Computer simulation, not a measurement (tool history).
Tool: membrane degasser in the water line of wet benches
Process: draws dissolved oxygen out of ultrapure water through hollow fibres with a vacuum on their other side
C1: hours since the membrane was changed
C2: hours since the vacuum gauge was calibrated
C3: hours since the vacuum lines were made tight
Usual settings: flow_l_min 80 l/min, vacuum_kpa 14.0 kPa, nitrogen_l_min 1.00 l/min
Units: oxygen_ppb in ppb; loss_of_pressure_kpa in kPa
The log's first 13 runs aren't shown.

{"run": 14, "hour": 721.9, "flow_l_min": 80, "vacuum_kpa": 19.7, "nitrogen_l_min": 1.0, "C1": 3275, "C2": 2830, "C3": 2750, "oxygen_ppb": 1857.2, "loss_of_pressure_kpa": 56.47}
{"run": 15, "hour": 768.7, "flow_l_min": 80, "vacuum_kpa": 19.7, "nitrogen_l_min": 1.0, "C1": 3322, "C2": 2877, "C3": 2797, "oxygen_ppb": 1853.4, "loss_of_pressure_kpa": 56.56}
{"run": 16, "hour": 837.1, "flow_l_min": 80, "vacuum_kpa": 14.0, "nitrogen_l_min": 1.9, "C1": 3390, "C2": 2945, "C3": 2865, "oxygen_ppb": 840.7, "loss_of_pressure_kpa": 57.05}
{"run": 17, "hour": 919.0, "flow_l_min": 80, "vacuum_kpa": 14.0, "nitrogen_l_min": 1.9, "C1": 3472, "C2": 3027, "C3": 2947, "oxygen_ppb": 840.1, "loss_of_pressure_kpa": 56.93}
{"run": 18, "hour": 953.3, "flow_l_min": 89, "vacuum_kpa": 14.0, "nitrogen_l_min": 1.0, "C1": 3506, "C2": 3061, "C3": 2981, "oxygen_ppb": 1381.6, "loss_of_pressure_kpa": 62.91}
{"run": 19, "hour": 1027.4, "flow_l_min": 116, "vacuum_kpa": 14.0, "nitrogen_l_min": 1.0, "C1": 3580, "C2": 3136, "C3": 3055, "oxygen_ppb": 1612.5, "loss_of_pressure_kpa": 82.36}
{"run": 20, "hour": 1101.6, "flow_l_min": 116, "vacuum_kpa": 14.0, "nitrogen_l_min": 1.0, "C1": 3655, "C2": 3210, "C3": 3130, "oxygen_ppb": 1609.8, "loss_of_pressure_kpa": 82.35}
{"run": 21, "hour": 1183.7, "flow_l_min": 80, "vacuum_kpa": 16.1, "nitrogen_l_min": 1.0, "C1": 3737, "C2": 3292, "C3": 3212, "oxygen_ppb": 1509.2, "loss_of_pressure_kpa": 56.47}
{"run": 22, "hour": 1259.6, "flow_l_min": 104, "vacuum_kpa": 14.0, "nitrogen_l_min": 0.93, "C1": 3813, "C2": 3368, "C3": 3288, "oxygen_ppb": 1576.7, "loss_of_pressure_kpa": 74.13}
{"run": 23, "hour": 1319.6, "flow_l_min": 73, "vacuum_kpa": 17.3, "nitrogen_l_min": 0.48, "C1": 3873, "C2": 3428, "C3": 3348, "oxygen_ppb": 2296.1, "loss_of_pressure_kpa": 51.75}
{"run": 24, "hour": 1393.2, "flow_l_min": 93, "vacuum_kpa": 18.3, "nitrogen_l_min": 1.0, "C1": 3946, "C2": 3501, "C3": 3421, "oxygen_ppb": 1882.7, "loss_of_pressure_kpa": 65.89}
{"run": 25, "hour": 1428.5, "flow_l_min": 80, "vacuum_kpa": 10.3, "nitrogen_l_min": 0.48, "C1": 3981, "C2": 3537, "C3": 3457, "oxygen_ppb": 1334.1, "loss_of_pressure_kpa": 56.73}
{"run": 26, "hour": 1473.3, "flow_l_min": 89, "vacuum_kpa": 9.6, "nitrogen_l_min": 1.0, "C1": 4026, "C2": 3582, "C3": 3501, "oxygen_ppb": 868.6, "loss_of_pressure_kpa": 63.44}
{"run": 27, "hour": 1552.4, "flow_l_min": 89, "vacuum_kpa": 9.6, "nitrogen_l_min": 1.0, "C1": 4105, "C2": 3661, "C3": 3580, "oxygen_ppb": 867.8, "loss_of_pressure_kpa": 63.72}
{"run": 28, "hour": 1614.4, "flow_l_min": 112, "vacuum_kpa": 29.1, "nitrogen_l_min": 1.07, "C1": 4167, "C2": 3723, "C3": 3642, "oxygen_ppb": 3043.2, "loss_of_pressure_kpa": 80.11}
{"run": 29, "hour": 1682.5, "flow_l_min": 54, "vacuum_kpa": 23.4, "nitrogen_l_min": 1.07, "C1": 4235, "C2": 3791, "C3": 3711, "oxygen_ppb": 1640.9, "loss_of_pressure_kpa": 38.3}
{"run": 30, "hour": 1731.1, "flow_l_min": 54, "vacuum_kpa": 10.1, "nitrogen_l_min": 1.54, "C1": 4284, "C2": 3839, "C3": 3759, "oxygen_ppb": 481.9, "loss_of_pressure_kpa": 38.64}
{"run": 31, "hour": 1785.4, "flow_l_min": 93, "vacuum_kpa": 14.0, "nitrogen_l_min": 1.0, "C1": 4338, "C2": 3894, "C3": 3814, "oxygen_ppb": 1420.9, "loss_of_pressure_kpa": 66.38}

5 ways to go on from here, each from the tool as it stands after run 31. What would each give?
{"run": "A", "hour": 1839.1, "flow_l_min": 66, "vacuum_kpa": 14.0, "nitrogen_l_min": 2.88, "C1": 4392, "C2": 3947, "C3": 3867, "oxygen_ppb": "?", "loss_of_pressure_kpa": "?"}
{"run": "B", "hour": 1839.1, "flow_l_min": 108, "vacuum_kpa": 14.0, "nitrogen_l_min": 1.0, "C1": 4392, "C2": 3947, "C3": 3867, "oxygen_ppb": "?", "loss_of_pressure_kpa": "?"}
{"run": "C", "hour": 1839.1, "flow_l_min": 81, "vacuum_kpa": 12.4, "nitrogen_l_min": 2.13, "C1": 4392, "C2": 3947, "C3": 3867, "oxygen_ppb": "?", "loss_of_pressure_kpa": "?"}
{"run": "D", "hour": 1839.1, "flow_l_min": 93, "vacuum_kpa": 13.4, "nitrogen_l_min": 1.33, "C1": 4392, "C2": 3947, "C3": 3867, "oxygen_ppb": "?", "loss_of_pressure_kpa": "?"}
{"run": "E", "hour": 1839.1, "flow_l_min": 109, "vacuum_kpa": 14.0, "nitrogen_l_min": 2.03, "C1": 4392, "C2": 3947, "C3": 3867, "oxygen_ppb": "?", "loss_of_pressure_kpa": "?"}

run=A oxygen_ppb=522.5 loss_of_pressure_kpa=47.38
run=B oxygen_ppb=1550.9 loss_of_pressure_kpa=77.11
run=C oxygen_ppb=674.7 loss_of_pressure_kpa=57.97
run=D oxygen_ppb=1134.1 loss_of_pressure_kpa=66.03
run=E oxygen_ppb=1006.6 loss_of_pressure_kpa=78.14
Without the tool's hidden state the same runs would have given:
run=A oxygen_ppb=517.0 loss_of_pressure_kpa=45.21
run=B oxygen_ppb=1541.9 loss_of_pressure_kpa=73.57
run=C oxygen_ppb=667.4 loss_of_pressure_kpa=55.32
run=D oxygen_ppb=1125.6 loss_of_pressure_kpa=62.98
run=E oxygen_ppb=997.4 loss_of_pressure_kpa=74.56
